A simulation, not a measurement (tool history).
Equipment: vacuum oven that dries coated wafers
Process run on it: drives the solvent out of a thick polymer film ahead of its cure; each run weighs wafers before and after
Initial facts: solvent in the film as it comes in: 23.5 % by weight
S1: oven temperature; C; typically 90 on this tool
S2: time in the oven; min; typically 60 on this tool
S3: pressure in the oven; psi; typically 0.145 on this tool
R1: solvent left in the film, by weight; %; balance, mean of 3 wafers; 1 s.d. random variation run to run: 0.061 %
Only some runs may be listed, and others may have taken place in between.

run 1 hour=0.0 | S1=90 S2=60 S3=0.145 | R1=3.55
run 2 hour=14.7 | S1=90 S2=60 S3=0.145 | R1=3.46
run 3 hour=23.5 | S1=90 S2=60 S3=0.145 | R1=3.51
run 4 hour=37.8 | S1=90 S2=60 S3=0.145 | R1=3.54
run 5 hour=52.7 | S1=90 S2=60 S3=0.145 | R1=3.47
run 6 hour=68.8 | S1=90 S2=60 S3=0.145 | R1=3.56
run 7 hour=76.2 | S1=90 S2=60 S3=0.145 | R1=3.50
run 8 hour=91.6 | S1=90 S2=60 S3=0.145 | R1=3.72
run 9 hour=102.1 | S1=90 S2=60 S3=0.145 | R1=3.53
run 10 hour=111.3 | S1=90 S2=60 S3=0.145 | R1=3.67
run 11 hour=120.5 | S1=90 S2=60 S3=0.145 | R1=3.49
run 12 hour=136.6 | S1=90 S2=60 S3=0.145 | R1=3.49
run 13 hour=147.6 | S1=105 S2=60 S3=0.248 | R1=0.82
run 14 hour=162.0 | S1=80 S2=78 S3=0.248 | R1=7.03
run 15 hour=174.9 | S1=90 S2=54 S3=0.136 | R1=4.09
run 16 hour=191.1 | S1=90 S2=54 S3=0.136 | R1=4.16
run 17 hour=203.6 | S1=90 S2=54 S3=0.305 | R1=4.61
run 18 hour=210.7 | S1=87 S2=60 S3=0.145 | R1=4.84
run 19 hour=220.6 | S1=87 S2=60 S3=0.145 | R1=4.81
run 20 hour=235.1 | S1=80 S2=48 S3=0.145 | R1=9.87
run 21 hour=246.5 | S1=80 S2=48 S3=0.145 | R1=9.81
run 22 hour=261.8 | S1=80 S2=48 S3=0.145 | R1=9.81
run 23 hour=271.9 | S1=97 S2=60 S3=0.551 | R1=2.82
run 24 hour=279.8 | S1=83 S2=49 S3=0.328 | R1=9.02

Below are 5 alternative next runs, each starting from the tool's condition after run 24. Predict each:
run A hour=292.6 | S1=90 S2=60 S3=0.477 | R1=?
run B hour=292.6 | S1=84 S2=60 S3=0.477 | R1=?
run C hour=292.6 | S1=97 S2=61 S3=0.145 | R1=?
run D hour=292.6 | S1=77 S2=51 S3=0.284 | R1=?
run E hour=292.6 | S1=82 S2=87 S3=0.157 | R1=?

run=A R1=4.89
run=B R1=7.68
run=C R1=1.33
run=D R1=11.55
run=E R1=5.00
With the hidden condition removed and each run's random variation left untouched, the same runs would have given:
run=A R1=4.88
run=B R1=7.67
run=C R1=1.33
run=D R1=11.54
run=E R1=4.99
